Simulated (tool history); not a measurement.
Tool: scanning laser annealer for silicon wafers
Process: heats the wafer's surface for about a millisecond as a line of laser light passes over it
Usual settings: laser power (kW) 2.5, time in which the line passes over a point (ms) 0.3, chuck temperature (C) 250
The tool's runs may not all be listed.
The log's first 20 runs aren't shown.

run	hour	laser power (kW)	time in which the line passes over a point (ms)	chuck temperature (C)	hours of work since the window was cleaned	hours of work since the power meter was calibrated	hours of work since the optics were aligned	highest temperature of the surface (C)
21	983.1	2.5	0.355	250	196	1060	702	1076
22	1008.9	2.5	0.355	250	216	1080	722	1075
23	1055.6	2.346	0.3	250	252	1116	758	955
24	1093.5	2.519	0.3	229	281	1145	787	986
# hour 1134.1: window over the wafer cleaned
25	1149	2.613	0.234	250	11	1186	828	984
26	1183.7	2.613	0.234	250	38	1213	855	984
27	1221.4	2.44	0.349	240	67	1242	884	1052
28	1269.1	2.44	0.349	240	104	1279	921	1044
29	1329.3	2.44	0.349	240	150	1325	967	1040
30	1370.5	2.597	0.258	255	182	1357	999	996
31	1404.9	2.5	0.258	229	209	1383	1025	938
32	1443	2.5	0.258	229	238	1413	1055	935
33	1506.3	2.739	0.232	233	287	1461	1103	968

The next listed run, before its measurement:
# hour 1536.7: window over the wafer cleaned
34	1567.4	2.614	0.232	216	24	1507	1149	?

{"run 34": {"highest temperature of the surface (C)": 947}}
Without the tool's hidden state the same run would have given highest temperature of the surface (C) 956.
